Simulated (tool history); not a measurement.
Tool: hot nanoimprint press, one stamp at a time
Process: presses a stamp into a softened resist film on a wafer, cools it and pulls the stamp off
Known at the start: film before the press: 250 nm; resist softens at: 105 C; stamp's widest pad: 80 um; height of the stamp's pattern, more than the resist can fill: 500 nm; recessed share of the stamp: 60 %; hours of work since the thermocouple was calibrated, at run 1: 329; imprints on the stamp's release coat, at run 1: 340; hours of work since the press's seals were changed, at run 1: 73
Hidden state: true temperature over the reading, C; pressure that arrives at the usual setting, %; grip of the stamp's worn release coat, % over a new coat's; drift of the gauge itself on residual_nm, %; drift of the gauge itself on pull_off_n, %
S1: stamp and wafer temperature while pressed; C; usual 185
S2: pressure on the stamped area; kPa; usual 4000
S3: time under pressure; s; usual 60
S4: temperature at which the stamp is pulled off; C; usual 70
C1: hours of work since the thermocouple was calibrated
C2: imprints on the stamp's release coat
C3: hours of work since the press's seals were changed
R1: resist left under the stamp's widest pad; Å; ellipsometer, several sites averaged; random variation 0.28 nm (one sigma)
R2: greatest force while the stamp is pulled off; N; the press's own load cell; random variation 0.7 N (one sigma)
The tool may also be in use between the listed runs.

run	hour	S1	S2	S3	S4	C1	C2	C3	R1	R2
1	0	185	4000	60	70	329	340	73	1068	187.9
2	60.3	185	4000	60	70	371	536	115	1069	189.4
3	125.7	185	4000	60	70	417	748	161	1060	191.4
4	170.7	185	4000	60	70	448	893	192	1055	192
5	203.8	185	4000	60	70	471	1001	215	1048	193.8
# hour 214.9: plate thermocouple calibrated
# hour 225.8: stamp cleaned and given a new release coat
6	269.3	185	4000	60	70	34	141	255	1140	194.9
7	318.3	185	4000	60	70	68	300	289	1131	196.5
8	382	185	4000	60	70	112	506	334	1128	197
9	430.4	185	4000	60	70	146	663	367	1127	199
10	473.5	185	4000	30	70	176	803	397	1435	199.3
11	510.3	185	4030	60	70	202	922	423	1109	200.7
# hour 550.4: stamp cleaned and given a new release coat
12	564.4	179	4000	60	70	236	46	457	1398	189.8
13	624	179	4000	60	70	277	239	498	1402	190.8
14	660.4	179	4000	60	70	303	357	524	1399	190.7
15	706.2	179	4000	60	70	334	506	556	1387	192.6
16	774.8	179	4000	60	70	382	728	603	1381	194.1
17	811.2	177	3740	59	58	408	846	629	1533	267.4
# hour 878.3: stamp cleaned and given a new release coat
18	887	181	4000	52	61	456	28	678	1341	234.8
# hour 917.2: plate thermocouple calibrated
19	922.8	181	4000	52	61	4	135	700	1416	246.5
20	974.8	181	4000	52	61	40	303	737	1409	249.2
21	1042.2	196	4000	60	71	87	521	784	724	190.3
22	1097.9	196	4000	60	71	126	702	823	716	193.1
23	1161.8	180	4000	98	71	171	909	867	1149	193.7
24	1192.2	177	4000	98	60	192	1008	888	1300	261.3
# hour 1205.7: stamp cleaned and given a new release coat
25	1228	185	4000	63	70	213	72	909	1095	189
26	1257.6	185	4000	63	70	233	168	930	1093	190.2
27	1302.6	185	4000	63	70	265	314	961	1088	192.4
28	1368.8	185	4000	34	68	311	529	1007	1366	204
29	1420	195	2620	34	65	347	695	1043	1120	223.5
30	1481	195	2620	34	65	389	892	1086	1113	226.3

Forecast each of these 3 alternatives for the next run:
# hour 1530.4: stamp cleaned and given a new release coat
A	1540	195	5000	34	63	426	31	1123	?	?
# hour 1530.4: stamp cleaned and given a new release coat
B	1540	185	4000	119	64	426	31	1123	?	?
# hour 1530.4: stamp cleaned and given a new release coat
C	1540	185	3930	88	77	426	31	1123	?	?

run	R1	R2
A	834	223.7
B	822	217.6
C	939	144
Without the tool's hidden state the same runs would have given:
run	R1	R2
A	861	231.5
B	858	225.3
C	980	152
